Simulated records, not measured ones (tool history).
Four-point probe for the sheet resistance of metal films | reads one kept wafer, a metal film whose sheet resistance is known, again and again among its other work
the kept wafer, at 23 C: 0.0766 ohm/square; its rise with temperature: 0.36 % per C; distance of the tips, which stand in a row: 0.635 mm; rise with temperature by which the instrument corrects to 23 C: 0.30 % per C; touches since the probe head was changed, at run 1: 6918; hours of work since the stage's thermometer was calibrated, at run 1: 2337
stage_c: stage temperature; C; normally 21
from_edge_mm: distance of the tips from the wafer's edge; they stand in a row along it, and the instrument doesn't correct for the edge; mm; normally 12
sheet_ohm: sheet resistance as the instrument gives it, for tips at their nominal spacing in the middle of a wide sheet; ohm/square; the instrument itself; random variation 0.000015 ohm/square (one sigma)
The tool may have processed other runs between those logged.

run     day  stage_c  from_edge_mm  touches since the probe head was changed  hours of work since the stage's thermometer was calibrated  sheet_ohm
  1       0       21            12                                      6918                                                        2337   0.076637
  2   0.458       21            12                                      7050                                                        2342    0.07663
  3   1.029       21             3                                      7214                                                        2347   0.078349
  4   1.679       21             3                                      7400                                                        2353   0.078326
  5   2.308       21             3                                      7582                                                        2360   0.078332
  6   2.967       21             3                                      7771                                                        2366   0.078331
  7   3.379       21             3                                      7888                                                        2370   0.078359
  8   3.767       21             8                                      8001                                                        2374   0.076766
  9   4.471       21             8                                      8203                                                        2380   0.076769
 10   4.829       30            12                                      8306                                                        2384   0.077083
 11   5.625       30            11                                      8534                                                        2392   0.077141
 12   6.425       30            11                                      8764                                                        2399   0.077109
 13   6.858       21            12                                      8888                                                        2404    0.07667
 14   7.367       21            12                                      9035                                                        2408   0.076667
 15   8.046       21            12                                      9230                                                        2415   0.076655
 16    8.85       21            12                                      9461                                                        2423   0.076666
      8.929  -- stage's thermometer calibrated
 17   9.646       29             4                                      9684                                                           7   0.078028
 18  10.388       29             4                                      9897                                                          14   0.078021
 19  11.071       30            10                                     10093                                                          21    0.07717
 20  11.817       30            39                                     10307                                                          28   0.077007
 21  12.254       32             7                                     10433                                                          32   0.077475
     12.688  -- stage's thermometer calibrated, once more
 22  12.779       34             7                                     10577                                                           1    0.07741
 23  13.171       20             4                                     10690                                                           5    0.07741
 24  13.688       20             4                                     10838                                                          10   0.077436
 25  14.383       20             4                                     11038                                                          16   0.077449
 26  15.038       21             7                                     11226                                                          23   0.076789

Forecast each of these 4 alternatives for the next run:
  A  15.504       22             7                                     11360                                                          27          ?
  B  15.504       21            42                                     11360                                                          27          ?
  C  15.504       24            52                                     11360                                                          27          ?
  D  15.504       22             4                                     11360                                                          27          ?

run  sheet_ohm
  A    0.07686
  B   0.076486
  C   0.076587
  D   0.077515
Take away the tool's hidden state, keep each run's random variation, and the runs would have read:
run  sheet_ohm
  A   0.076901
  B   0.076527
  C   0.076628
  D   0.077557

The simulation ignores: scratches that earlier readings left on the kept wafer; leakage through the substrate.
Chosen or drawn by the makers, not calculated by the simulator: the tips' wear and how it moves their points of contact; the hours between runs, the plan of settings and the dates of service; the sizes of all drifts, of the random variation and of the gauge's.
